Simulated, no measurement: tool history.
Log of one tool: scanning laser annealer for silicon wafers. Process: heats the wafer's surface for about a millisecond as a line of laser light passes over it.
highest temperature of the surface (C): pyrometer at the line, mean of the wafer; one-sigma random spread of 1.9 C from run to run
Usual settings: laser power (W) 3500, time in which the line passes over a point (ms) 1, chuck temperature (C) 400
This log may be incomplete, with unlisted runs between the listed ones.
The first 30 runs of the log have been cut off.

run    hour  laser power (W)  time in which the line passes over a point (ms)  chuck temperature (C)  highest temperature of the surface (C)
 31     920             3723                                             0.99                    387                                    1276
 32   945.3             3191                                             1.23                    401                                    1255
 33   975.8             3500                                                1                    404                                    1243
 34  1004.3             3500                                                1                    404                                    1246
 35  1027.1             3500                                             1.23                    435                                    1367
 36  1057.6             3500                                             1.23                    435                                    1365
 37  1090.5             3058                                             0.74                    400                                    1034
 38  1127.2             3058                                             0.74                    379                                    1013
 39  1158.9             3058                                             0.71                    406                                    1029
 40  1197.6             3058                                             0.71                    406                                    1030
 41    1222             3058                                             0.71                    406                                    1029

Here are 3 independent what-if runs from the current tool condition. What would each one return?
  A  1243.1             3058                                             0.88                    406                                       ?
  B  1243.1             3058                                             0.78                    438                                       ?
  C  1243.1             3669                                             0.73                    360                                       ?

run  highest temperature of the surface (C)
  A                                    1096
  B                                    1089
  C                                    1115
Without the tool's unlogged condition, the same runs would have read:
run  highest temperature of the surface (C)
  A                                    1096
  B                                    1089
  C                                    1115

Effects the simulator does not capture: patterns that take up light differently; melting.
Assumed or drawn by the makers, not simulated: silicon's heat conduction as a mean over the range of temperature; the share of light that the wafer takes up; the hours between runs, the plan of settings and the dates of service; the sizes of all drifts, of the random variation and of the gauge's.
